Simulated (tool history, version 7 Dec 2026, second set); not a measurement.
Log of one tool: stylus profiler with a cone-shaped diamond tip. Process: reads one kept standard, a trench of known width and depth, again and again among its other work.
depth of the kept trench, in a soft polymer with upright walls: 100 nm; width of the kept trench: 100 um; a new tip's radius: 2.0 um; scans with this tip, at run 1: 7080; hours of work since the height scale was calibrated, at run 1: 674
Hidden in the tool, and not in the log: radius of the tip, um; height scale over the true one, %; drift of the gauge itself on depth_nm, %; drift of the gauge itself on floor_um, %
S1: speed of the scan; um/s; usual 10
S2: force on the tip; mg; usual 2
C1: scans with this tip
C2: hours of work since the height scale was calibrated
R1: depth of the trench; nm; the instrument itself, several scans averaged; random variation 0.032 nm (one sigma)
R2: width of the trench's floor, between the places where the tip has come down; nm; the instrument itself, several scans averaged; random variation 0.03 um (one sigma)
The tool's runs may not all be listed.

run 1 hour=0 | S1=10 S2=2 | C1=7080 C2=674 | R1=101.12 R2=98320
run 2 hour=37.3 | S1=6 S2=2 | C1=7359 C2=701 | R1=101.08 R2=98300
run 3 hour=67.5 | S1=6 S2=2 | C1=7585 C2=722 | R1=101.05 R2=98380
run 4 hour=108.9 | S1=6 S2=2 | C1=7895 C2=752 | R1=101.17 R2=98330
run 5 hour=149.7 | S1=10 S2=4.36 | C1=8199 C2=781 | R1=101.83 R2=98310
run 6 hour=172.8 | S1=10 S2=4.36 | C1=8372 C2=797 | R1=101.74 R2=98320
run 7 hour=212.4 | S1=10 S2=4.36 | C1=8668 C2=825 | R1=101.78 R2=98250
run 8 hour=232 | S1=10 S2=4.36 | C1=8815 C2=839 | R1=101.84 R2=98310
run 9 hour=266.8 | S1=10 S2=2 | C1=9075 C2=864 | R1=101.25 R2=98240
run 10 hour=313.9 | S1=10 S2=2 | C1=9428 C2=897 | R1=101.19 R2=98330
run 11 hour=337.6 | S1=10 S2=2 | C1=9605 C2=914 | R1=101.18 R2=98280
run 12 hour=374 | S1=10 S2=2 | C1=9877 C2=940 | R1=101.2 R2=98220
run 13 hour=416.7 | S1=10 S2=2 | C1=10196 C2=971 | R1=101.19 R2=98220
run 14 hour=464.6 | S1=3 S2=1.57 | C1=10554 C2=1005 | R1=101.07 R2=98220
run 15 hour=497.9 | S1=3 S2=1.57 | C1=10803 C2=1028 | R1=101.13 R2=98240
run 16 hour=526.4 | S1=10 S2=1.57 | C1=11016 C2=1049 | R1=101.09 R2=98150
run 17 hour=553.8 | S1=10 S2=1.41 | C1=11221 C2=1068 | R1=101.05 R2=98150
-- hour=601.5 height scale calibrated on a step standard
run 18 hour=602.1 | S1=10 S2=1.23 | C1=11578 C2=0 | R1=100.71 R2=98170
run 19 hour=629 | S1=3 S2=4.73 | C1=11779 C2=20 | R1=101.72 R2=98150
run 20 hour=650.2 | S1=27 S2=1.79 | C1=11938 C2=35 | R1=100.9 R2=98040
run 21 hour=685.7 | S1=27 S2=1.79 | C1=12203 C2=60 | R1=100.93 R2=98020

The same runs without the tool's hidden state, with the same run-to-run variation:
run=1 R1=100.95 R2=98680
run=2 R1=100.9 R2=98670
run=3 R1=100.86 R2=98760
run=4 R1=100.97 R2=98730
run=5 R1=101.63 R2=98710
run=6 R1=101.53 R2=98730
run=7 R1=101.56 R2=98670
run=8 R1=101.62 R2=98740
run=9 R1=101.02 R2=98680
run=10 R1=100.95 R2=98780
run=11 R1=100.93 R2=98740
run=12 R1=100.95 R2=98690
run=13 R1=100.93 R2=98700
run=14 R1=100.79 R2=98710
run=15 R1=100.85 R2=98740
run=16 R1=100.8 R2=98660
run=17 R1=100.76 R2=98670
run=18 R1=100.68 R2=98700
run=19 R1=101.69 R2=98690
run=20 R1=100.86 R2=98580
run=21 R1=100.89 R2=98570

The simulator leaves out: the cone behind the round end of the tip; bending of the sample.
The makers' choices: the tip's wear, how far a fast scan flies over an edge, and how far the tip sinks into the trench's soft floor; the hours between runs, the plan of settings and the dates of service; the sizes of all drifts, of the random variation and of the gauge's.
